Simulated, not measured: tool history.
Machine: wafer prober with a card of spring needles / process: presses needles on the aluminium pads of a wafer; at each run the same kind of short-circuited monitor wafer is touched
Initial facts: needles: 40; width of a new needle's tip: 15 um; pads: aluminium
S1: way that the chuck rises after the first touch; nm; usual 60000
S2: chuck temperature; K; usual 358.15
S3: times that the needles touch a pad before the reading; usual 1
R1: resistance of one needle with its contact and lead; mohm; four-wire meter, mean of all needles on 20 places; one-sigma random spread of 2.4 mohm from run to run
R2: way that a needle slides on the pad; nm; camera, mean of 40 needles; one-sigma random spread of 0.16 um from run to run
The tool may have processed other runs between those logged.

{"run": 1, "hour": 0.0, "S1": 60000, "S2": 358.15, "S3": 1, "R1": 273, "R2": 14880}
{"hour": 4.5, "done": "tips cleaned on abrasive film"}
{"hour": 9.1, "done": "tips cleaned on abrasive film"}
{"hour": 14.9, "done": "tips cleaned on abrasive film"}
{"hour": 19.5, "done": "tips cleaned on abrasive film"}
{"hour": 24.1, "done": "tips cleaned on abrasive film"}
{"hour": 29.8, "done": "tips cleaned on abrasive film"}
{"hour": 34.4, "done": "tips cleaned on abrasive film"}
{"hour": 39.1, "done": "tips cleaned on abrasive film"}
{"run": 2, "hour": 43.1, "S1": 60000, "S2": 358.15, "S3": 1, "R1": 275, "R2": 14910}
{"hour": 44.4, "done": "tips cleaned on abrasive film"}
{"hour": 49.0, "done": "tips cleaned on abrasive film"}
{"hour": 54.7, "done": "tips cleaned on abrasive film"}
{"hour": 60.5, "done": "tips cleaned on abrasive film"}
{"hour": 65.1, "done": "tips cleaned on abrasive film"}
{"hour": 70.6, "done": "tips cleaned on abrasive film"}
{"run": 3, "hour": 70.6, "S1": 60000, "S2": 358.15, "S3": 1, "R1": 278, "R2": 14680}
{"hour": 75.2, "done": "tips cleaned on abrasive film"}
{"hour": 79.8, "done": "tips cleaned on abrasive film"}
{"hour": 85.6, "done": "tips cleaned on abrasive film"}
{"hour": 91.3, "done": "tips cleaned on abrasive film"}
{"hour": 95.9, "done": "tips cleaned on abrasive film"}
{"run": 4, "hour": 96.1, "S1": 60000, "S2": 358.15, "S3": 1, "R1": 282, "R2": 14850}
{"hour": 100.7, "done": "tips cleaned on abrasive film"}
{"hour": 106.5, "done": "tips cleaned on abrasive film"}
{"hour": 111.1, "done": "tips cleaned on abrasive film"}
{"hour": 116.8, "done": "tips cleaned on abrasive film"}
{"hour": 121.4, "done": "tips cleaned on abrasive film"}
{"hour": 126.0, "done": "tips cleaned on abrasive film"}
{"hour": 130.7, "done": "tips cleaned on abrasive film"}
{"hour": 135.3, "done": "tips cleaned on abrasive film"}
{"hour": 141.0, "done": "tips cleaned on abrasive film"}
{"run": 5, "hour": 142.9, "S1": 60000, "S2": 358.15, "S3": 1, "R1": 281, "R2": 14790}
{"hour": 146.4, "done": "tips cleaned on abrasive film"}
{"hour": 151.0, "done": "tips cleaned on abrasive film"}
{"hour": 156.8, "done": "tips cleaned on abrasive film"}
{"hour": 162.5, "done": "tips cleaned on abrasive film"}
{"hour": 167.1, "done": "tips cleaned on abrasive film"}
{"hour": 168.5, "done": "height of the first contact set anew"}
{"hour": 172.0, "done": "tips cleaned on abrasive film"}
{"hour": 177.8, "done": "tips cleaned on abrasive film"}
{"hour": 182.4, "done": "tips cleaned on abrasive film"}
{"hour": 187.0, "done": "tips cleaned on abrasive film"}
{"run": 6, "hour": 188.8, "S1": 60000, "S2": 358.15, "S3": 1, "R1": 278, "R2": 14640}
{"hour": 192.2, "done": "tips cleaned on abrasive film"}
{"hour": 198.0, "done": "tips cleaned on abrasive film"}
{"hour": 202.6, "done": "tips cleaned on abrasive film"}
{"hour": 208.3, "done": "tips cleaned on abrasive film"}
{"hour": 213.0, "done": "tips cleaned on abrasive film"}
{"hour": 217.6, "done": "tips cleaned on abrasive film"}
{"hour": 223.3, "done": "tips cleaned on abrasive film"}
{"hour": 227.9, "done": "tips cleaned on abrasive film"}
{"run": 7, "hour": 231.9, "S1": 60000, "S2": 299.15, "S3": 1, "R1": 262, "R2": 14990}
{"hour": 233.1, "done": "tips cleaned on abrasive film"}
{"hour": 238.8, "done": "tips cleaned on abrasive film"}
{"hour": 243.5, "done": "tips cleaned on abrasive film"}
{"hour": 249.2, "done": "tips cleaned on abrasive film"}
{"hour": 254.9, "done": "tips cleaned on abrasive film"}
{"hour": 259.6, "done": "tips cleaned on abrasive film"}
{"hour": 265.3, "done": "tips cleaned on abrasive film"}
{"hour": 269.9, "done": "tips cleaned on abrasive film"}
{"hour": 274.5, "done": "tips cleaned on abrasive film"}
{"hour": 280.3, "done": "tips cleaned on abrasive film"}
{"hour": 284.9, "done": "tips cleaned on abrasive film"}
{"run": 8, "hour": 286.6, "S1": 60000, "S2": 358.15, "S3": 1, "R1": 279, "R2": 14990}
{"hour": 290.1, "done": "tips cleaned on abrasive film"}
{"hour": 294.7, "done": "tips cleaned on abrasive film"}
{"hour": 300.5, "done": "tips cleaned on abrasive film"}
{"hour": 305.1, "done": "tips cleaned on abrasive film"}
{"hour": 309.7, "done": "tips cleaned on abrasive film"}
{"hour": 315.4, "done": "tips cleaned on abrasive film"}
{"hour": 320.0, "done": "tips cleaned on abrasive film"}
{"hour": 325.8, "done": "tips cleaned on abrasive film"}
{"hour": 331.5, "done": "tips cleaned on abrasive film"}
{"hour": 336.1, "done": "tips cleaned on abrasive film"}
{"hour": 340.8, "done": "tips cleaned on abrasive film"}
{"run": 9, "hour": 341.1, "S1": 60000, "S2": 358.15, "S3": 1, "R1": 279, "R2": 14730}
{"hour": 345.7, "done": "tips cleaned on abrasive film"}
{"hour": 350.3, "done": "tips cleaned on abrasive film"}
{"hour": 354.9, "done": "tips cleaned on abrasive film"}
{"hour": 359.6, "done": "tips cleaned on abrasive film"}
{"hour": 365.3, "done": "tips cleaned on abrasive film"}
{"hour": 369.9, "done": "tips cleaned on abrasive film"}
{"hour": 375.7, "done": "tips cleaned on abrasive film"}
{"run": 10, "hour": 378.9, "S1": 60000, "S2": 358.15, "S3": 1, "R1": 279, "R2": 14930}
{"hour": 381.2, "done": "tips cleaned on abrasive film"}
{"hour": 385.8, "done": "tips cleaned on abrasive film"}
{"hour": 391.6, "done": "tips cleaned on abrasive film"}
{"hour": 396.2, "done": "tips cleaned on abrasive film"}
{"hour": 401.9, "done": "tips cleaned on abrasive film"}
{"hour": 407.7, "done": "tips cleaned on abrasive film"}
{"hour": 413.4, "done": "tips cleaned on abrasive film"}
{"hour": 418.0, "done": "tips cleaned on abrasive film"}
{"hour": 423.8, "done": "tips cleaned on abrasive film"}
{"run": 11, "hour": 424.5, "S1": 48000, "S2": 358.15, "S3": 1, "R1": 279, "R2": 11860}
{"hour": 429.2, "done": "tips cleaned on abrasive film"}
{"hour": 433.8, "done": "tips cleaned on abrasive film"}
{"hour": 438.4, "done": "tips cleaned on abrasive film"}
{"hour": 443.0, "done": "tips cleaned on abrasive film"}
{"hour": 447.6, "done": "tips cleaned on abrasive film"}
{"hour": 453.3, "done": "tips cleaned on abrasive film"}
{"hour": 458.0, "done": "tips cleaned on abrasive film"}
{"run": 12, "hour": 459.6, "S1": 54000, "S2": 372.15, "S3": 1, "R1": 282, "R2": 13270}
{"hour": 463.1, "done": "tips cleaned on abrasive film"}
{"hour": 467.7, "done": "tips cleaned on abrasive film"}
{"hour": 473.5, "done": "tips cleaned on abrasive film"}
{"hour": 478.1, "done": "tips cleaned on abrasive film"}
{"hour": 483.8, "done": "tips cleaned on abrasive film"}
{"hour": 488.4, "done": "tips cleaned on abrasive film"}
{"hour": 494.2, "done": "tips cleaned on abrasive film"}
{"hour": 499.9, "done": "tips cleaned on abrasive film"}
{"run": 13, "hour": 503.0, "S1": 59000, "S2": 337.15, "S3": 1, "R1": 269, "R2": 14770}
{"hour": 505.3, "done": "tips cleaned on abrasive film"}
{"hour": 511.1, "done": "tips cleaned on abrasive film"}
{"hour": 515.7, "done": "tips cleaned on abrasive film"}
{"hour": 521.4, "done": "tips cleaned on abrasive film"}
{"hour": 526.0, "done": "tips cleaned on abrasive film"}
{"hour": 531.8, "done": "tips cleaned on abrasive film"}
{"hour": 534.3, "done": "height of the first contact set anew"}
{"hour": 536.7, "done": "tips cleaned on abrasive film"}
{"hour": 541.3, "done": "tips cleaned on abrasive film"}
{"hour": 547.0, "done": "tips cleaned on abrasive film"}
{"hour": 551.6, "done": "tips cleaned on abrasive film"}
{"hour": 556.3, "done": "tips cleaned on abrasive film"}
{"run": 14, "hour": 558.8, "S1": 59000, "S2": 337.15, "S3": 1, "R1": 271, "R2": 14630}
{"hour": 561.1, "done": "tips cleaned on abrasive film"}
{"hour": 566.9, "done": "tips cleaned on abrasive film"}
{"hour": 571.5, "done": "tips cleaned on abrasive film"}
{"hour": 576.1, "done": "tips cleaned on abrasive film"}
{"hour": 581.8, "done": "tips cleaned on abrasive film"}
{"hour": 586.4, "done": "tips cleaned on abrasive film"}
{"hour": 592.2, "done": "tips cleaned on abrasive film"}
{"hour": 596.8, "done": "tips cleaned on abrasive film"}
{"hour": 601.4, "done": "tips cleaned on abrasive film"}
{"run": 15, "hour": 602.3, "S1": 59000, "S2": 337.15, "S3": 1, "R1": 271, "R2": 14640}
{"hour": 606.9, "done": "tips cleaned on abrasive film"}
{"hour": 612.6, "done": "tips cleaned on abrasive film"}
{"hour": 617.2, "done": "tips cleaned on abrasive film"}
{"hour": 621.9, "done": "tips cleaned on abrasive film"}
{"hour": 627.6, "done": "tips cleaned on abrasive film"}
{"run": 16, "hour": 630.2, "S1": 60000, "S2": 339.15, "S3": 2, "R1": 270, "R2": 14800}
{"hour": 632.6, "done": "tips cleaned on abrasive film"}
{"hour": 637.2, "done": "tips cleaned on abrasive film"}
{"hour": 643.0, "done": "tips cleaned on abrasive film"}
{"hour": 648.7, "done": "tips cleaned on abrasive film"}
{"hour": 654.4, "done": "tips cleaned on abrasive film"}
{"hour": 660.2, "done": "tips cleaned on abrasive film"}
{"hour": 665.3, "done": "tips cleaned on abrasive film"}
{"run": 17, "hour": 665.3, "S1": 43000, "S2": 345.15, "S3": 1, "R1": 275, "R2": 10650}
{"hour": 671.0, "done": "tips cleaned on abrasive film"}
{"hour": 676.8, "done": "tips cleaned on abrasive film"}
{"hour": 682.5, "done": "tips cleaned on abrasive film"}
{"hour": 688.3, "done": "tips cleaned on abrasive film"}
{"hour": 692.9, "done": "tips cleaned on abrasive film"}
{"hour": 697.5, "done": "tips cleaned on abrasive film"}
{"hour": 702.1, "done": "tips cleaned on abrasive film"}
{"run": 18, "hour": 702.2, "S1": 43000, "S2": 345.15, "S3": 1, "R1": 279, "R2": 10650}
{"hour": 706.8, "done": "tips cleaned on abrasive film"}
{"hour": 712.6, "done": "tips cleaned on abrasive film"}
{"hour": 718.3, "done": "tips cleaned on abrasive film"}
{"hour": 722.9, "done": "tips cleaned on abrasive film"}
{"run": 19, "hour": 726.8, "S1": 43000, "S2": 345.15, "S3": 1, "R1": 281, "R2": 10670}

5 options for the next run, each taken on its own from the tool as it stands now. Forecast them:
{"hour": 728.0, "done": "tips cleaned on abrasive film"}
{"hour": 733.8, "done": "tips cleaned on abrasive film"}
{"hour": 738.4, "done": "tips cleaned on abrasive film"}
{"hour": 744.1, "done": "tips cleaned on abrasive film"}
{"hour": 749.9, "done": "tips cleaned on abrasive film"}
{"hour": 755.6, "done": "tips cleaned on abrasive film"}
{"run": "A", "hour": 757.5, "S1": 49000, "S2": 304.15, "S3": 1, "R1": "?", "R2": "?"}
{"hour": 728.0, "done": "tips cleaned on abrasive film"}
{"hour": 733.8, "done": "tips cleaned on abrasive film"}
{"hour": 738.4, "done": "tips cleaned on abrasive film"}
{"hour": 744.1, "done": "tips cleaned on abrasive film"}
{"hour": 749.9, "done": "tips cleaned on abrasive film"}
{"hour": 755.6, "done": "tips cleaned on abrasive film"}
{"run": "B", "hour": 757.5, "S1": 43000, "S2": 356.15, "S3": 1, "R1": "?", "R2": "?"}
{"hour": 728.0, "done": "tips cleaned on abrasive film"}
{"hour": 733.8, "done": "tips cleaned on abrasive film"}
{"hour": 738.4, "done": "tips cleaned on abrasive film"}
{"hour": 744.1, "done": "tips cleaned on abrasive film"}
{"hour": 749.9, "done": "tips cleaned on abrasive film"}
{"hour": 755.6, "done": "tips cleaned on abrasive film"}
{"run": "C", "hour": 757.5, "S1": 43000, "S2": 383.15, "S3": 1, "R1": "?", "R2": "?"}
{"hour": 728.0, "done": "tips cleaned on abrasive film"}
{"hour": 733.8, "done": "tips cleaned on abrasive film"}
{"hour": 738.4, "done": "tips cleaned on abrasive film"}
{"hour": 744.1, "done": "tips cleaned on abrasive film"}
{"hour": 749.9, "done": "tips cleaned on abrasive film"}
{"hour": 755.6, "done": "tips cleaned on abrasive film"}
{"run": "D", "hour": 757.5, "S1": 61000, "S2": 345.15, "S3": 1, "R1": "?", "R2": "?"}
{"hour": 728.0, "done": "tips cleaned on abrasive film"}
{"hour": 733.8, "done": "tips cleaned on abrasive film"}
{"hour": 738.4, "done": "tips cleaned on abrasive film"}
{"hour": 744.1, "done": "tips cleaned on abrasive film"}
{"hour": 749.9, "done": "tips cleaned on abrasive film"}
{"hour": 755.6, "done": "tips cleaned on abrasive film"}
{"run": "E", "hour": 757.5, "S1": 56000, "S2": 342.15, "S3": 2, "R1": "?", "R2": "?"}

run=A R1=263 R2=12210
run=B R1=284 R2=10650
run=C R1=290 R2=10710
run=D R1=276 R2=15390
run=E R1=276 R2=13850
With no hidden state in the tool, these same runs would have given:
run=A R1=262 R2=12220
run=B R1=283 R2=10660
run=C R1=289 R2=10720
run=D R1=276 R2=15390
run=E R1=276 R2=13860
